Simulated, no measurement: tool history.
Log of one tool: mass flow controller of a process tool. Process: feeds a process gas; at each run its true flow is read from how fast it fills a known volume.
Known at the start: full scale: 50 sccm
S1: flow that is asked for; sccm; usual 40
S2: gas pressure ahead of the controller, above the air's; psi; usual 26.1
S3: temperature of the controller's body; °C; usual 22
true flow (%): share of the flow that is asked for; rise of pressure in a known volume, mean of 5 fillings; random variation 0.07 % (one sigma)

{"run": 1, "day": 0.0, "S1": 40, "S2": 26.1, "S3": 22, "true flow (%)": 99.41}
{"run": 2, "day": 3.058, "S1": 40, "S2": 26.1, "S3": 22, "true flow (%)": 99.29}
{"run": 3, "day": 4.467, "S1": 40, "S2": 35.7, "S3": 22, "true flow (%)": 99.16}
{"run": 4, "day": 6.917, "S1": 40, "S2": 26.1, "S3": 22, "true flow (%)": 99.39}
{"run": 5, "day": 9.233, "S1": 40, "S2": 26.1, "S3": 22, "true flow (%)": 99.4}
{"run": 6, "day": 11.788, "S1": 40, "S2": 26.1, "S3": 22, "true flow (%)": 99.27}
{"run": 7, "day": 13.354, "S1": 37, "S2": 26.1, "S3": 22, "true flow (%)": 99.3}
{"run": 8, "day": 15.408, "S1": 40, "S2": 26.1, "S3": 22, "true flow (%)": 99.35}
{"run": 9, "day": 18.279, "S1": 40, "S2": 26.1, "S3": 22, "true flow (%)": 99.33}
{"run": 10, "day": 21.346, "S1": 40, "S2": 26.1, "S3": 22, "true flow (%)": 99.38}
{"run": 11, "day": 23.208, "S1": 40, "S2": 26.1, "S3": 30, "true flow (%)": 100.1}
{"run": 12, "day": 26.042, "S1": 40, "S2": 26.1, "S3": 30, "true flow (%)": 100.08}
{"run": 13, "day": 28.083, "S1": 40, "S2": 26.1, "S3": 22, "true flow (%)": 99.27}
{"run": 14, "day": 31.208, "S1": 8, "S2": 26.1, "S3": 22, "true flow (%)": 97.93}
{"run": 15, "day": 33.092, "S1": 40, "S2": 26.1, "S3": 24, "true flow (%)": 99.61}
{"run": 16, "day": 35.946, "S1": 40, "S2": 26.1, "S3": 24, "true flow (%)": 99.55}
{"run": 17, "day": 38.179, "S1": 40, "S2": 26.1, "S3": 24, "true flow (%)": 99.58}
{"run": 18, "day": 40.021, "S1": 40, "S2": 24.5, "S3": 24, "true flow (%)": 99.51}
{"run": 19, "day": 42.4, "S1": 14, "S2": 20.7, "S3": 27, "true flow (%)": 98.67}
{"run": 20, "day": 44.121, "S1": 27, "S2": 20.3, "S3": 36, "true flow (%)": 100.06}
{"run": 21, "day": 45.979, "S1": 6, "S2": 29.9, "S3": 28, "true flow (%)": 98.14}
{"run": 22, "day": 48.042, "S1": 5, "S2": 33.8, "S3": 22, "true flow (%)": 97.47}
{"run": 23, "day": 50.592, "S1": 40, "S2": 33.4, "S3": 22, "true flow (%)": 99.14}
{"run": 24, "day": 53.512, "S1": 40, "S2": 28.6, "S3": 21, "true flow (%)": 99.18}
{"run": 25, "day": 55.554, "S1": 40, "S2": 22.0, "S3": 26, "true flow (%)": 99.74}
{"run": 26, "day": 58.6, "S1": 40, "S2": 21.8, "S3": 34, "true flow (%)": 100.46}
{"run": 27, "day": 61.696, "S1": 40, "S2": 21.8, "S3": 34, "true flow (%)": 100.5}
{"run": 28, "day": 64.188, "S1": 40, "S2": 21.8, "S3": 34, "true flow (%)": 100.42}
{"run": 29, "day": 66.633, "S1": 40, "S2": 21.8, "S3": 34, "true flow (%)": 100.56}
{"run": 30, "day": 68.975, "S1": 11, "S2": 21.8, "S3": 25, "true flow (%)": 98.49}
{"run": 31, "day": 71.162, "S1": 7, "S2": 31.3, "S3": 22, "true flow (%)": 97.65}
{"run": 32, "day": 73.342, "S1": 7, "S2": 31.3, "S3": 22, "true flow (%)": 97.73}
{"run": 33, "day": 74.879, "S1": 7, "S2": 31.3, "S3": 22, "true flow (%)": 97.73}

The next listed run, before its measurement:
{"run": 34, "day": 76.742, "S1": 7, "S2": 31.3, "S3": 22, "true flow (%)": "?"}

true flow (%): 97.68
Without the tool's hidden state the same run would have given true flow (%) 97.67.

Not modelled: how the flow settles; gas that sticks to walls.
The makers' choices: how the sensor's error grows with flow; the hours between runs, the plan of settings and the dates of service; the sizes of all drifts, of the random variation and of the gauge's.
